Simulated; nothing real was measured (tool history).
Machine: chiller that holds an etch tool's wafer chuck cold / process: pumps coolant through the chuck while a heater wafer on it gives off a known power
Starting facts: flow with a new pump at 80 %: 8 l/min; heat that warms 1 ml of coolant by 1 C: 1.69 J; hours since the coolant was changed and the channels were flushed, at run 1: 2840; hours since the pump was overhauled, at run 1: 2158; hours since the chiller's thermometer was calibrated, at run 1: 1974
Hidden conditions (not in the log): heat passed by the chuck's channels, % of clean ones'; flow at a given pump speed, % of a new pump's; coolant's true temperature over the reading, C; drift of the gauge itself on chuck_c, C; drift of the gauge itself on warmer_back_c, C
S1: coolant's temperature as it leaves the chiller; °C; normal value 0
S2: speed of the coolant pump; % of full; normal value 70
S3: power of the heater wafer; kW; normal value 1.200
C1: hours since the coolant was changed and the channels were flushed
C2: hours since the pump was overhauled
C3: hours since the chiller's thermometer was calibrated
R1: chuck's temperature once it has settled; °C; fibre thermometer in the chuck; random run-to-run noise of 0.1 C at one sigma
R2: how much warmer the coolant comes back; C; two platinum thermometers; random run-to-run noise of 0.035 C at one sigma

run     day  S1  S2     S3    C1    C2    C3    R1    R2
  1   0.000   0  70  1.200  2840  2158  1974  10.2  6.13
  2   1.775   0  70  1.200  2883  2201  2016  10.1  6.20
  3   3.192   0  70  1.200  2917  2235  2050  10.1  6.24
  4   5.600   0  70  1.200  2975  2293  2108  10.1  6.25
  5   7.662   0  70  1.200  3024  2342  2158  10.0  6.24
  6   9.867   9  70  1.200  3077  2395  2211  19.0  6.20
  7  12.312   0  70  1.200  3136  2454  2269  10.4  6.25
  8  13.471   0  70  1.200  3164  2482  2297  10.0  6.34
  9  14.946   0  70  1.200  3199  2517  2332  10.1  6.35
 10  16.621   0  70  1.200  3239  2557  2373  10.0  6.31
 11  18.004   0  70  1.246  3273  2590  2406  10.7  6.59
 12  19.929   0  70  1.246  3319  2637  2452  10.6  6.65
 13  21.858   2  93  1.367  3365  2683  2498  11.0  5.38
 14  23.833   2  85  0.762  3412  2730  2546   7.4  3.41
 15  26.288   2  85  0.762  3471  2789  2605   7.5  3.41
     27.604  -- chiller's thermometer calibrated
 16  28.108   0  70  0.624  3514  2832    12   5.4  3.54
 17  30.138   0  70  0.624  3563  2881    61   5.3  3.53
     31.233  -- coolant changed, channels flushed
 18  32.471   0  70  1.605    30  2931   111  13.5  8.63
 19  34.521   4  84  1.200    79  2980   160  12.6  5.46
 20  35.638   6  70  0.794   106  3007   187  12.6  4.45
 21  37.279   6  85  0.740   145  3046   226  11.4  3.47
 22  39.642  -5  75  1.208   202  3103   283   4.4  6.17

Results per run with the tool's hidden condition removed, run-to-run variation unchanged:
run    R2
  1  6.13
  2  6.17
  3  6.20
  4  6.18
  5  6.15
  6  6.09
  7  6.11
  8  6.19
  9  6.18
 10  6.12
 11  6.39
 12  6.43
 13  5.14
 14  3.15
 15  3.12
 16  3.24
 17  3.20
 18  8.28
 19  5.09
 20  4.07
 21  3.07
 22  5.74
R1 without the hidden state stays within 0.1 °C of what was measured, in all runs.

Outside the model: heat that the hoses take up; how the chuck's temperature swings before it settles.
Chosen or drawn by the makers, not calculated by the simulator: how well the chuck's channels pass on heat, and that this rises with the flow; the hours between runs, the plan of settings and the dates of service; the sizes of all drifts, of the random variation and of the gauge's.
